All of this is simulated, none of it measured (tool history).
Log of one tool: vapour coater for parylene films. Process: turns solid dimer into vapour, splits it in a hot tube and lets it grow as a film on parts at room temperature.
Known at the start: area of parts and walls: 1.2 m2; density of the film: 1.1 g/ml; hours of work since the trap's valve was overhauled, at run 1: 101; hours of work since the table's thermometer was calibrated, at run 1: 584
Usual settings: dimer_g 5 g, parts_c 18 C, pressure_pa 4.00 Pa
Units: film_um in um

run,hour,dimer_g,parts_c,pressure_pa,hours of work since the trap's valve was overhauled,hours of work since the table's thermometer was calibrated,film_um
1,0.0,5,18,4.00,101,584,1.84
2,52.1,5,18,4.00,131,614,1.84
3,89.0,5,18,4.00,152,635,1.81
4,131.9,5,18,4.00,176,659,1.81
5,179.1,5,18,4.00,203,686,1.77
6,209.9,8,18,4.00,221,704,2.89
7,249.8,5,18,4.00,244,727,1.81
8,302.3,5,18,4.00,274,757,1.80
9,335.1,3,18,4.00,292,775,1.07
10,376.9,3,18,4.00,316,799,1.07
11,415.3,5,18,4.00,338,821,1.77
12,444.5,5,18,8.07,355,838,1.60
13,494.3,5,18,8.07,383,866,1.58
14,525.7,5,18,4.00,401,884,1.75
15,577.5,2,18,4.00,431,914,0.70
16,631.0,2,18,4.00,461,945,0.69
# hour 657.3: trap's valve overhauled
17,671.5,2,19,4.00,8,965,0.72
18,721.7,2,19,4.00,37,994,0.73
19,776.9,3,19,2.51,68,1026,1.14
20,826.6,8,15,4.76,97,1054,3.09
21,861.2,5,15,4.00,117,1074,1.98

Forecast run 22:
22,913.3,9,18,4.00,146,1104,?

Run 22 gave film_um 3.26 um.
Without the tool's hidden state the same run would have given film_um 3.39 um.
